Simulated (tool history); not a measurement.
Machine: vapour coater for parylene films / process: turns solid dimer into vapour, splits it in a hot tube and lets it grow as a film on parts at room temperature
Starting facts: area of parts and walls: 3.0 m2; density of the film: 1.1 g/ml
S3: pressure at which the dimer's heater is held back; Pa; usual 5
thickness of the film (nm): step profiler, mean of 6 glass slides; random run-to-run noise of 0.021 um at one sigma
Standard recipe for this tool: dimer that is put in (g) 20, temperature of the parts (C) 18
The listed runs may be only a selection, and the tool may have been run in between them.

{"run": 1, "hour": 0.0, "dimer that is put in (g)": 20, "temperature of the parts (C)": 18, "S3": 5, "thickness of the film (nm)": 4620}
{"run": 2, "hour": 21.2, "dimer that is put in (g)": 20, "temperature of the parts (C)": 18, "S3": 5, "thickness of the film (nm)": 4690}
{"run": 3, "hour": 52.0, "dimer that is put in (g)": 20, "temperature of the parts (C)": 18, "S3": 5, "thickness of the film (nm)": 4660}
{"run": 4, "hour": 80.4, "dimer that is put in (g)": 20, "temperature of the parts (C)": 18, "S3": 5, "thickness of the film (nm)": 4630}
{"run": 5, "hour": 103.8, "dimer that is put in (g)": 20, "temperature of the parts (C)": 18, "S3": 5, "thickness of the film (nm)": 4640}
{"run": 6, "hour": 130.9, "dimer that is put in (g)": 20, "temperature of the parts (C)": 18, "S3": 5.98, "thickness of the film (nm)": 4570}
{"run": 7, "hour": 160.8, "dimer that is put in (g)": 20, "temperature of the parts (C)": 18, "S3": 5.98, "thickness of the film (nm)": 4500}
{"run": 8, "hour": 180.4, "dimer that is put in (g)": 11, "temperature of the parts (C)": 18, "S3": 2.08, "thickness of the film (nm)": 2660}
{"run": 9, "hour": 211.2, "dimer that is put in (g)": 11, "temperature of the parts (C)": 18, "S3": 2.08, "thickness of the film (nm)": 2670}

Forecast run 10:
{"run": 10, "hour": 230.1, "dimer that is put in (g)": 24, "temperature of the parts (C)": 18, "S3": 10.17, "thickness of the film (nm)": "?"}

Logged for run 10: thickness of the film (nm) 5210.
With no hidden state in the tool, this same run would have given thickness of the film (nm) 5450.
